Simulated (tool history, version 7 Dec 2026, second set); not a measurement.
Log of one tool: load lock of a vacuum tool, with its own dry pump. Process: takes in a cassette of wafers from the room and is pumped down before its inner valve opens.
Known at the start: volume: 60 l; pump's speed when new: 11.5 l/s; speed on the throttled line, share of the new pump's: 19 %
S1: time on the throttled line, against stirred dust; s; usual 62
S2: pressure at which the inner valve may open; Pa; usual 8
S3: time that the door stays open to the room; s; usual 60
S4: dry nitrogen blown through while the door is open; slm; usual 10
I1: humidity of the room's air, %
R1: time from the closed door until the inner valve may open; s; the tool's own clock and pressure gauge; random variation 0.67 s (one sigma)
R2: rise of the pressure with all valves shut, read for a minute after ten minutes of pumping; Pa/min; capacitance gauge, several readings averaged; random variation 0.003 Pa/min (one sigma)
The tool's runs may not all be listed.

{"run": 1, "hour": 0.0, "S1": 62, "S2": 8, "S3": 60, "S4": 10, "I1": 45.5, "R1": 100.8, "R2": 0.075}
{"run": 2, "hour": 85.0, "S1": 62, "S2": 8, "S3": 60, "S4": 10, "I1": 46.6, "R1": 101.6, "R2": 0.078}
{"run": 3, "hour": 192.8, "S1": 62, "S2": 8, "S3": 60, "S4": 9, "I1": 41.7, "R1": 100.6, "R2": 0.076}
{"run": 4, "hour": 313.9, "S1": 62, "S2": 8, "S3": 60, "S4": 9, "I1": 43.8, "R1": 100.9, "R2": 0.079}
{"run": 5, "hour": 439.2, "S1": 62, "S2": 8, "S3": 60, "S4": 9, "I1": 44.0, "R1": 100.3, "R2": 0.078}
{"run": 6, "hour": 536.5, "S1": 62, "S2": 8, "S3": 60, "S4": 9, "I1": 43.8, "R1": 101.8, "R2": 0.084}
{"run": 7, "hour": 655.2, "S1": 62, "S2": 8, "S3": 60, "S4": 9, "I1": 44.3, "R1": 101.0, "R2": 0.084}
{"run": 8, "hour": 729.5, "S1": 62, "S2": 8, "S3": 60, "S4": 10, "I1": 43.7, "R1": 99.9, "R2": 0.085}
{"run": 9, "hour": 807.0, "S1": 62, "S2": 8, "S3": 60, "S4": 10, "I1": 46.0, "R1": 101.7, "R2": 0.084}
{"run": 10, "hour": 919.8, "S1": 107, "S2": 8, "S3": 60, "S4": 10, "I1": 45.0, "R1": 135.9, "R2": 0.09}
{"run": 11, "hour": 1057.4, "S1": 107, "S2": 8, "S3": 60, "S4": 10, "I1": 44.6, "R1": 139.4, "R2": 0.086}
{"run": 12, "hour": 1156.6, "S1": 107, "S2": 8, "S3": 60, "S4": 10, "I1": 45.2, "R1": 136.4, "R2": 0.088}
{"run": 13, "hour": 1287.5, "S1": 107, "S2": 8, "S3": 60, "S4": 16, "I1": 45.5, "R1": 136.8, "R2": 0.083}
{"run": 14, "hour": 1401.4, "S1": 62, "S2": 8, "S3": 60, "S4": 10, "I1": 44.8, "R1": 101.8, "R2": 0.095}
{"run": 15, "hour": 1503.1, "S1": 62, "S2": 8, "S3": 60, "S4": 10, "I1": 43.6, "R1": 101.4, "R2": 0.089}
{"run": 16, "hour": 1628.9, "S1": 49, "S2": 8, "S3": 60, "S4": 10, "I1": 43.3, "R1": 91.4, "R2": 0.097}
{"run": 17, "hour": 1767.6, "S1": 49, "S2": 11, "S3": 60, "S4": 10, "I1": 43.4, "R1": 88.6, "R2": 0.096}
{"run": 18, "hour": 1887.7, "S1": 49, "S2": 11, "S3": 60, "S4": 10, "I1": 46.2, "R1": 89.1, "R2": 0.098}
{"run": 19, "hour": 2007.2, "S1": 49, "S2": 11, "S3": 60, "S4": 10, "I1": 44.2, "R1": 89.6, "R2": 0.097}
{"run": 20, "hour": 2099.3, "S1": 72, "S2": 6, "S3": 60, "S4": 10, "I1": 47.9, "R1": 110.9, "R2": 0.097}
{"run": 21, "hour": 2192.8, "S1": 72, "S2": 6, "S3": 60, "S4": 10, "I1": 44.7, "R1": 110.5, "R2": 0.103}
{"run": 22, "hour": 2268.9, "S1": 72, "S2": 6, "S3": 60, "S4": 10, "I1": 46.7, "R1": 110.8, "R2": 0.101}
{"run": 23, "hour": 2345.8, "S1": 72, "S2": 10, "S3": 38, "S4": 16, "I1": 46.0, "R1": 109.7, "R2": 0.082}
{"run": 24, "hour": 2487.9, "S1": 32, "S2": 8, "S3": 60, "S4": 10, "I1": 44.0, "R1": 77.2, "R2": 0.109}
{"run": 25, "hour": 2616.9, "S1": 32, "S2": 8, "S3": 60, "S4": 10, "I1": 44.6, "R1": 77.9, "R2": 0.106}
{"run": 26, "hour": 2684.9, "S1": 62, "S2": 15, "S3": 60, "S4": 17, "I1": 42.3, "R1": 98.0, "R2": 0.096}
{"run": 27, "hour": 2750.0, "S1": 61, "S2": 7, "S3": 60, "S4": 10, "I1": 43.1, "R1": 102.4, "R2": 0.107}
{"run": 28, "hour": 2840.4, "S1": 61, "S2": 7, "S3": 60, "S4": 10, "I1": 43.3, "R1": 101.7, "R2": 0.111}
{"run": 29, "hour": 2900.3, "S1": 61, "S2": 7, "S3": 60, "S4": 10, "I1": 45.9, "R1": 101.6, "R2": 0.113}
{"run": 30, "hour": 2986.9, "S1": 61, "S2": 7, "S3": 60, "S4": 10, "I1": 46.8, "R1": 102.4, "R2": 0.117}
{"run": 31, "hour": 3094.5, "S1": 78, "S2": 8, "S3": 112, "S4": 38, "I1": 42.3, "R1": 114.4, "R2": 0.106}
{"run": 32, "hour": 3192.7, "S1": 42, "S2": 8, "S3": 32, "S4": 10, "I1": 42.5, "R1": 86.1, "R2": 0.105}
{"run": 33, "hour": 3291.0, "S1": 42, "S2": 8, "S3": 32, "S4": 10, "I1": 47.1, "R1": 86.3, "R2": 0.106}
{"run": 34, "hour": 3422.5, "S1": 42, "S2": 8, "S3": 32, "S4": 10, "I1": 46.2, "R1": 85.0, "R2": 0.103}
{"run": 35, "hour": 3534.8, "S1": 42, "S2": 11, "S3": 32, "S4": 4, "I1": 41.5, "R1": 83.1, "R2": 0.118}
{"run": 36, "hour": 3608.4, "S1": 42, "S2": 11, "S3": 32, "S4": 4, "I1": 43.6, "R1": 83.5, "R2": 0.111}
{"run": 37, "hour": 3728.3, "S1": 42, "S2": 11, "S3": 25, "S4": 19, "I1": 46.1, "R1": 83.8, "R2": 0.101}

Forecast each of these 3 alternatives for the next run:
{"run": "A", "hour": 3833.9, "S1": 62, "S2": 8, "S3": 60, "S4": 6, "I1": 47.0, "R1": "?", "R2": "?"}
{"run": "B", "hour": 3833.9, "S1": 42, "S2": 11, "S3": 25, "S4": 37, "I1": 41.2, "R1": "?", "R2": "?"}
{"run": "C", "hour": 3833.9, "S1": 95, "S2": 11, "S3": 25, "S4": 19, "I1": 41.0, "R1": "?", "R2": "?"}

run=A R1=102.7 R2=0.136
run=B R1=82.5 R2=0.098
run=C R1=127.0 R2=0.104
Without the tool's hidden state the same runs would have given:
run=A R1=101.0 R2=0.045
run=B R1=80.7 R2=0.007
run=C R1=125.6 R2=0.013
